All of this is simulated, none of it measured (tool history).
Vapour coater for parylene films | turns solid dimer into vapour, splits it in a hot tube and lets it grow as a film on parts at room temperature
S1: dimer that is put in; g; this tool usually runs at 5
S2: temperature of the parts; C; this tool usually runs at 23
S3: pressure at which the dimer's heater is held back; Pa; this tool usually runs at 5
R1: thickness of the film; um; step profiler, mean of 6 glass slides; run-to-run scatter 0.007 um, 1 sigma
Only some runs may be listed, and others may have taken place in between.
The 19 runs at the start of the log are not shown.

run	day	S1	S2	S3	R1
20	15.762	4	16	9.64	0.665
21	16.325	4	16	9.64	0.657
22	17.433	4	16	9.64	0.669
23	18.471	4	16	9.64	0.65
24	19.442	4	16	9.64	0.672
25	20.558	6	30	9.64	0.512
26	21.125	4	18	2.49	0.817
27	21.688	3	23	10.9	0.358
28	22.65	4	25	5	0.509
# day 23.217: trap's valve overhauled
29	23.6	4	20	9.25	0.557
30	24.396	4	20	9.25	0.551
31	25.446	7	21	5	1.083

3 ways to go on from here, each from the tool as it stands after run 31. What would each give?
A	26.408	4	21	5.15	?
B	26.408	5	24	5	?
C	26.408	2	21	5	?

run	R1
A	0.612
B	0.668
C	0.294
What these runs would have given with no unlogged condition in the tool:
run	R1
A	0.613
B	0.67
C	0.295
